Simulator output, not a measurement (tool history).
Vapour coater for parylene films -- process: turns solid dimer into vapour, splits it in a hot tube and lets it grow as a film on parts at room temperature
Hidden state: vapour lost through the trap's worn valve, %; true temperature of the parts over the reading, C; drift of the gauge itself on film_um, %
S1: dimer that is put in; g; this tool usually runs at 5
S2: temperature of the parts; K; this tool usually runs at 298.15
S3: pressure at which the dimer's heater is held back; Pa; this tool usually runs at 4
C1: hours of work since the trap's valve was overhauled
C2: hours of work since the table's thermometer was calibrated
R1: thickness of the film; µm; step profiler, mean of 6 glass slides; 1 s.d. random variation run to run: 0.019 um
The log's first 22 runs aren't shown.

run 23 day=18.954 | S1=4 S2=297.15 S3=6.42 | C1=253 C2=378 | R1=1.59
run 24 day=19.596 | S1=6 S2=298.15 S3=9.54 | C1=262 C2=387 | R1=2.21
run 25 day=20.392 | S1=6 S2=298.15 S3=9.54 | C1=272 C2=397 | R1=2.17
run 26 day=21.092 | S1=5 S2=298.15 S3=9.04 | C1=282 C2=407 | R1=1.83
run 27 day=22.129 | S1=3 S2=294.15 S3=10.78 | C1=295 C2=421 | R1=1.28
run 28 day=23 | S1=3 S2=296.15 S3=7.94 | C1=307 C2=432 | R1=1.21
run 29 day=23.908 | S1=2 S2=298.15 S3=3.49 | C1=319 C2=444 | R1=0.77
run 30 day=24.808 | S1=8 S2=296.15 S3=4 | C1=331 C2=456 | R1=3.28
-- day=25.792 trap's valve overhauled
run 31 day=25.796 | S1=2 S2=309.15 S3=5.46 | C1=0 C2=467 | R1=0.49
run 32 day=26.796 | S1=5 S2=309.15 S3=7.97 | C1=13 C2=481 | R1=1.27
run 33 day=27.304 | S1=4 S2=298.15 S3=2.3 | C1=20 C2=488 | R1=1.8
run 34 day=28.258 | S1=5 S2=309.15 S3=4 | C1=33 C2=500 | R1=1.32
run 35 day=28.838 | S1=3 S2=296.15 S3=9.52 | C1=41 C2=508 | R1=1.35

Each row is a separate what-if for the run after 35, all from the same tool condition, not one after another. Results?
run A day=29.371 | S1=6 S2=296.15 S3=5.99 | C1=48 C2=515 | R1=?
run B day=29.371 | S1=5 S2=298.15 S3=8.38 | C1=48 C2=515 | R1=?
run C day=29.371 | S1=2 S2=292.15 S3=6.08 | C1=48 C2=515 | R1=?
run D day=29.371 | S1=3 S2=296.15 S3=8.17 | C1=48 C2=515 | R1=?

run=A R1=2.74
run=B R1=2.07
run=C R1=1.09
run=D R1=1.36
Stripped of hidden state, with their random variation kept, the same runs would have yielded:
run=A R1=2.75
run=B R1=2.08
run=C R1=1.09
run=D R1=1.36
